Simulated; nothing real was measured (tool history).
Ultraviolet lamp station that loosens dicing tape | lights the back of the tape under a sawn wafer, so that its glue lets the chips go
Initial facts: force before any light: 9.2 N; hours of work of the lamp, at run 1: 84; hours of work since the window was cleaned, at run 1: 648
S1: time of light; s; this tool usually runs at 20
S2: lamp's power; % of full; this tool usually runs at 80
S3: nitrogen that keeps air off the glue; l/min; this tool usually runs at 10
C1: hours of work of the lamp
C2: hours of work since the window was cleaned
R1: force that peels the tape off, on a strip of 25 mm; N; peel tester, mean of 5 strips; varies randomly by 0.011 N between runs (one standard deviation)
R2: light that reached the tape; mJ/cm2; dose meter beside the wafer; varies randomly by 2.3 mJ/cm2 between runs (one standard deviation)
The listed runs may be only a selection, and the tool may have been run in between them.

| run | hour | S1 | S2 | S3 | C1 | C2 | R1 | R2 |
|---|---|---|---|---|---|---|---|---|
| 1 | 0.0 | 20 | 80 | 10 | 84 | 648 | 0.656 | 207 |
| 2 | 25.9 | 20 | 80 | 10 | 97 | 661 | 0.693 | 201 |
| 3 | 61.6 | 20 | 80 | 10 | 116 | 679 | 0.703 | 203 |
|  | 79.0 | window cleaned of glue's vapour |
| 4 | 79.5 | 20 | 80 | 13 | 125 | 0 | 0.645 | 185 |
| 5 | 108.9 | 20 | 80 | 10 | 140 | 15 | 0.870 | 181 |
| 6 | 133.6 | 20 | 80 | 10 | 153 | 28 | 0.888 | 186 |
| 7 | 170.5 | 20 | 80 | 10 | 172 | 47 | 0.861 | 182 |
| 8 | 195.0 | 20 | 80 | 10 | 184 | 60 | 0.868 | 184 |
| 9 | 237.2 | 20 | 80 | 10 | 206 | 82 | 0.884 | 180 |
| 10 | 273.9 | 20 | 80 | 10 | 225 | 101 | 0.911 | 184 |
|  | 277.9 | window cleaned of glue's vapour, once more |
| 11 | 304.5 | 20 | 80 | 10 | 241 | 14 | 0.592 | 213 |
| 12 | 327.2 | 14 | 80 | 10 | 253 | 26 | 1.372 | 154 |
| 13 | 366.8 | 14 | 80 | 10 | 273 | 46 | 1.295 | 150 |
| 14 | 393.8 | 20 | 71 | 5 | 287 | 60 | 1.535 | 188 |
| 15 | 423.0 | 20 | 71 | 5 | 302 | 75 | 1.463 | 189 |
| 16 | 465.0 | 20 | 71 | 5 | 324 | 97 | 1.542 | 188 |
| 17 | 502.1 | 37 | 69 | 10 | 343 | 116 | 0.170 | 331 |
| 18 | 542.7 | 20 | 87 | 6 | 364 | 137 | 0.930 | 221 |
| 19 | 561.9 | 20 | 71 | 3 | 374 | 147 | 2.172 | 181 |
| 20 | 585.8 | 38 | 86 | 15 | 386 | 159 | 0.061 | 421 |
| 21 | 608.7 | 21 | 80 | 10 | 398 | 171 | 0.607 | 215 |
| 22 | 639.8 | 21 | 80 | 10 | 414 | 187 | 0.611 | 214 |
| 23 | 673.2 | 21 | 80 | 10 | 432 | 205 | 0.625 | 211 |
| 24 | 691.1 | 11 | 80 | 7 | 441 | 214 | 2.708 | 110 |

Predict each of these 3 candidate next runs independently; none follows another, all start after run 24:
| A | 719.2 | 11 | 61 | 7 | 455 | 228 | ? | ? |
| B | 719.2 | 11 | 83 | 16 | 455 | 228 | ? | ? |
| C | 719.2 | 35 | 80 | 9 | 455 | 228 | ? | ? |

| run | R1 | R2 |
|---|---|---|
| A | 3.576 | 85 |
| B | 1.621 | 117 |
| C | 0.168 | 351 |
Stripped of hidden state, with their random variation kept, the same runs would have yielded:
| run | R1 | R2 |
|---|---|---|
| A | 3.124 | 97 |
| B | 1.267 | 133 |
| C | 0.115 | 401 |
